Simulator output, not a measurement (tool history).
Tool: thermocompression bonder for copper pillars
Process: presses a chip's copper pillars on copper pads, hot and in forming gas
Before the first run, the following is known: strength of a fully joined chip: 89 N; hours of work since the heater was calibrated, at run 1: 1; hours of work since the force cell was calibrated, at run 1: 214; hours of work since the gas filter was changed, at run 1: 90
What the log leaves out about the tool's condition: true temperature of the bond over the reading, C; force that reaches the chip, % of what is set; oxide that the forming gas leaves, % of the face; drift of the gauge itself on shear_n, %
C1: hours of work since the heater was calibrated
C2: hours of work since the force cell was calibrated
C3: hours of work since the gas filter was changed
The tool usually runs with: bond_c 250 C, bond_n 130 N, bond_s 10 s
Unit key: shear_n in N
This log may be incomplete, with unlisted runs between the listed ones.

run 1 hour=0 | bond_c=250 bond_n=130 bond_s=10 | C1=1 C2=214 C3=90 | shear_n=39.9
run 2 hour=21.4 | bond_c=250 bond_n=130 bond_s=10 | C1=11 C2=224 C3=101 | shear_n=40.2
run 3 hour=33.8 | bond_c=250 bond_n=135 bond_s=10 | C1=17 C2=230 C3=107 | shear_n=39.4
run 4 hour=45.6 | bond_c=250 bond_n=130 bond_s=10 | C1=23 C2=236 C3=112 | shear_n=38.1
run 5 hour=66.1 | bond_c=250 bond_n=101 bond_s=10 | C1=33 C2=246 C3=123 | shear_n=33.3
run 6 hour=78.8 | bond_c=250 bond_n=130 bond_s=10 | C1=39 C2=253 C3=129 | shear_n=38.3
run 7 hour=90.2 | bond_c=250 bond_n=130 bond_s=10 | C1=45 C2=258 C3=134 | shear_n=37.6
run 8 hour=103.6 | bond_c=250 bond_n=125 bond_s=10 | C1=52 C2=265 C3=141 | shear_n=37.5
run 9 hour=122.4 | bond_c=250 bond_n=125 bond_s=10 | C1=61 C2=274 C3=150 | shear_n=37.2
run 10 hour=134.8 | bond_c=250 bond_n=130 bond_s=10 | C1=67 C2=280 C3=156 | shear_n=37.6
run 11 hour=153.9 | bond_c=250 bond_n=130 bond_s=10 | C1=76 C2=290 C3=166 | shear_n=37.3
run 12 hour=165.1 | bond_c=250 bond_n=130 bond_s=10 | C1=82 C2=295 C3=171 | shear_n=38.2
-- hour=178.6 forming gas filter changed
run 13 hour=184.7 | bond_c=250 bond_n=130 bond_s=10 | C1=91 C2=304 C3=3 | shear_n=42.9
run 14 hour=198.4 | bond_c=250 bond_n=130 bond_s=10 | C1=98 C2=311 C3=10 | shear_n=43
run 15 hour=216 | bond_c=250 bond_n=130 bond_s=10 | C1=107 C2=320 C3=18 | shear_n=43.4
run 16 hour=227.9 | bond_c=250 bond_n=130 bond_s=10 | C1=113 C2=326 C3=24 | shear_n=40.9
run 17 hour=237.6 | bond_c=250 bond_n=130 bond_s=10 | C1=117 C2=331 C3=29 | shear_n=41.1
run 18 hour=257.6 | bond_c=250 bond_n=130 bond_s=10 | C1=127 C2=340 C3=39 | shear_n=41.1
run 19 hour=275.2 | bond_c=250 bond_n=130 bond_s=10 | C1=136 C2=349 C3=48 | shear_n=39.7
run 20 hour=296.8 | bond_c=250 bond_n=130 bond_s=10 | C1=147 C2=360 C3=58 | shear_n=41
-- hour=299.9 force cell calibrated
run 21 hour=310.5 | bond_c=250 bond_n=130 bond_s=10 | C1=153 C2=5 C3=64 | shear_n=40.4
run 22 hour=324.1 | bond_c=261 bond_n=130 bond_s=10 | C1=159 C2=12 C3=71 | shear_n=46.4
run 23 hour=346.3 | bond_c=250 bond_n=175 bond_s=5 | C1=170 C2=23 C3=82 | shear_n=37
run 24 hour=359.8 | bond_c=250 bond_n=175 bond_s=5 | C1=177 C2=30 C3=89 | shear_n=38.2
run 25 hour=379.2 | bond_c=278 bond_n=130 bond_s=10 | C1=186 C2=39 C3=98 | shear_n=54.3
run 26 hour=396.3 | bond_c=252 bond_n=118 bond_s=13 | C1=195 C2=47 C3=106 | shear_n=40.1
run 27 hour=406 | bond_c=237 bond_n=92 bond_s=22 | C1=200 C2=52 C3=111 | shear_n=35.1
-- hour=417 force cell calibrated, once more
run 28 hour=425.3 | bond_c=237 bond_n=99 bond_s=22 | C1=208 C2=4 C3=120 | shear_n=35.3
run 29 hour=437.5 | bond_c=237 bond_n=140 bond_s=22 | C1=214 C2=10 C3=126 | shear_n=44.3
run 30 hour=453.8 | bond_c=224 bond_n=182 bond_s=15 | C1=222 C2=18 C3=134 | shear_n=36.4
run 31 hour=464.6 | bond_c=236 bond_n=130 bond_s=10 | C1=228 C2=23 C3=139 | shear_n=29.8
run 32 hour=478.9 | bond_c=250 bond_n=130 bond_s=9 | C1=235 C2=31 C3=146 | shear_n=36
run 33 hour=488.2 | bond_c=222 bond_n=87 bond_s=7 | C1=239 C2=35 C3=151 | shear_n=16.2
run 34 hour=501.1 | bond_c=250 bond_n=117 bond_s=7 | C1=246 C2=41 C3=157 | shear_n=29.8
run 35 hour=511.4 | bond_c=223 bond_n=155 bond_s=21 | C1=251 C2=46 C3=162 | shear_n=36.7
run 36 hour=527 | bond_c=223 bond_n=155 bond_s=21 | C1=259 C2=54 C3=170 | shear_n=35.8
run 37 hour=541.2 | bond_c=250 bond_n=108 bond_s=17 | C1=266 C2=61 C3=177 | shear_n=41.4
-- hour=543.4 forming gas filter changed
run 38 hour=556.4 | bond_c=250 bond_n=108 bond_s=17 | C1=273 C2=68 C3=6 | shear_n=45.2
run 39 hour=576.8 | bond_c=250 bond_n=108 bond_s=17 | C1=283 C2=78 C3=16 | shear_n=44.2
run 40 hour=592.7 | bond_c=272 bond_n=118 bond_s=24 | C1=291 C2=86 C3=24 | shear_n=63.9

A few steps of shear_n between consecutive runs. Split each: what settings, incoming material and random variation would produce without the hidden state, and what is left over for the hidden state, along with gauge scatter present in only one of the two compared results (measured, and without hidden state):
Run 12 -> 13: forming gas filter changed. shear_n +4.7 N: hidden state +5.1, all else -0.4.
Run 24 -> 25: bond_c 250 -> 278, bond_n 175 -> 130, bond_s 5 -> 10. shear_n +16.1 N: hidden state -1.4, all else +17.5.
Run 32 -> 33: bond_c 250 -> 222, bond_n 130 -> 87, bond_s 9 -> 7. shear_n -19.8 N: hidden state +2.4, all else -22.2.
Run 37 -> 38: forming gas filter changed. shear_n +3.8 N: hidden state +5, all else -1.2.
Run 39 -> 40: bond_c 250 -> 272, bond_n 108 -> 118, bond_s 17 -> 24. shear_n +19.7 N: hidden state -0.5, all else +20.2.
